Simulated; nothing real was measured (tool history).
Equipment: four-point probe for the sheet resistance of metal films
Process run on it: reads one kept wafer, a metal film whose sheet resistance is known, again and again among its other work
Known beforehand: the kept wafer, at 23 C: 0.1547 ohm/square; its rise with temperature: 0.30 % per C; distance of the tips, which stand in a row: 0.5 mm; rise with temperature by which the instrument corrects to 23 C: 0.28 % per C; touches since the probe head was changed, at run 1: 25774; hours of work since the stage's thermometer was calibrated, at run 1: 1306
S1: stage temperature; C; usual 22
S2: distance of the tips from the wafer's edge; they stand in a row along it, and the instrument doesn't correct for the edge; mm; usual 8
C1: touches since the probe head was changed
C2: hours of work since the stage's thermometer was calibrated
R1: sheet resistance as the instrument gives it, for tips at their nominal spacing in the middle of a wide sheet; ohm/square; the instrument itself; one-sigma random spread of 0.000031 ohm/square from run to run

run 1 day=0 | S1=22 S2=8 | C1=25774 C2=1306 | R1=0.155518
run 2 day=1.675 | S1=22 S2=8 | C1=26497 C2=1335 | R1=0.155573
run 3 day=3.2 | S1=30 S2=8 | C1=27155 C2=1361 | R1=0.155811
run 4 day=3.962 | S1=30 S2=8 | C1=27485 C2=1374 | R1=0.15578
run 5 day=5.271 | S1=22 S2=16 | C1=28048 C2=1397 | R1=0.155355
run 6 day=6.442 | S1=22 S2=24 | C1=28554 C2=1417 | R1=0.155276
run 7 day=7.679 | S1=22 S2=8 | C1=29089 C2=1438 | R1=0.155569
run 8 day=9.329 | S1=22 S2=37 | C1=29800 C2=1467 | R1=0.155293
run 9 day=10.296 | S1=21 S2=8 | C1=30217 C2=1484 | R1=0.15561
run 10 day=11.946 | S1=22 S2=30 | C1=30931 C2=1512 | R1=0.155324
run 11 day=13.471 | S1=20 S2=8 | C1=31588 C2=1539 | R1=0.155569
run 12 day=14.958 | S1=22 S2=8 | C1=32231 C2=1564 | R1=0.155635
run 13 day=16.096 | S1=22 S2=8 | C1=32721 C2=1584 | R1=0.155673
run 14 day=17.267 | S1=22 S2=60 | C1=33226 C2=1604 | R1=0.1553
-- day=17.354 stage's thermometer calibrated
run 15 day=18.958 | S1=22 S2=60 | C1=33948 C2=28 | R1=0.155251
run 16 day=19.717 | S1=22 S2=60 | C1=34275 C2=41 | R1=0.155351
run 17 day=21.358 | S1=22 S2=60 | C1=34984 C2=69 | R1=0.155258
run 18 day=22.312 | S1=22 S2=60 | C1=35395 C2=86 | R1=0.155336
-- day=22.908 stage's thermometer calibrated, once more
run 19 day=23.142 | S1=22 S2=60 | C1=35745 C2=4 | R1=0.155542
run 20 day=23.967 | S1=19 S2=19 | C1=36100 C2=18 | R1=0.155502
run 21 day=24.904 | S1=22 S2=5 | C1=36506 C2=34 | R1=0.156385
run 22 day=26.592 | S1=22 S2=5 | C1=37234 C2=64 | R1=0.156405
run 23 day=27.371 | S1=20 S2=8 | C1=37570 C2=77 | R1=0.155799
run 24 day=28.121 | S1=35 S2=13 | C1=37893 C2=90 | R1=0.156098
run 25 day=28.971 | S1=19 S2=41 | C1=38260 C2=105 | R1=0.155547
run 26 day=30.146 | S1=24 S2=74 | C1=38768 C2=125 | R1=0.155743
run 27 day=30.988 | S1=24 S2=74 | C1=39130 C2=140 | R1=0.155703
run 28 day=32.012 | S1=24 S2=24 | C1=39573 C2=157 | R1=0.155703
run 29 day=33.679 | S1=22 S2=10 | C1=40293 C2=186 | R1=0.155862
run 30 day=34.525 | S1=19 S2=13 | C1=40657 C2=201 | R1=0.155625

Difference, measured minus no-hidden-state, one row per run. Run-to-run variation is common to both terms; the gauge's own scatter need not be:
What the log doesn't record here: inner tips' distance over the nominal, %; tips' flats over new ones', %; wafer's true temperature over the reading, C; drift of the gauge itself on sheet_ohm, %.
run=1 R1=+0.000546
run=2 R1=+0.000558
run=3 R1=+0.000572
run=4 R1=+0.000578
run=5 R1=+0.000583
run=6 R1=+0.00059
run=7 R1=+0.0006
run=8 R1=+0.000609
run=9 R1=+0.000616
run=10 R1=+0.000626
run=11 R1=+0.000638
run=12 R1=+0.000649
run=13 R1=+0.000657
run=14 R1=+0.000665
run=15 R1=+0.000653
run=16 R1=+0.000659
run=17 R1=+0.00067
run=18 R1=+0.000677
run=19 R1=+0.000879
run=20 R1=+0.000884
run=21 R1=+0.000896
run=22 R1=+0.000908
run=23 R1=+0.00091
run=24 R1=+0.000919
run=25 R1=+0.00092
run=26 R1=+0.00093
run=27 R1=+0.000935
run=28 R1=+0.000943
run=29 R1=+0.000955
run=30 R1=+0.000958

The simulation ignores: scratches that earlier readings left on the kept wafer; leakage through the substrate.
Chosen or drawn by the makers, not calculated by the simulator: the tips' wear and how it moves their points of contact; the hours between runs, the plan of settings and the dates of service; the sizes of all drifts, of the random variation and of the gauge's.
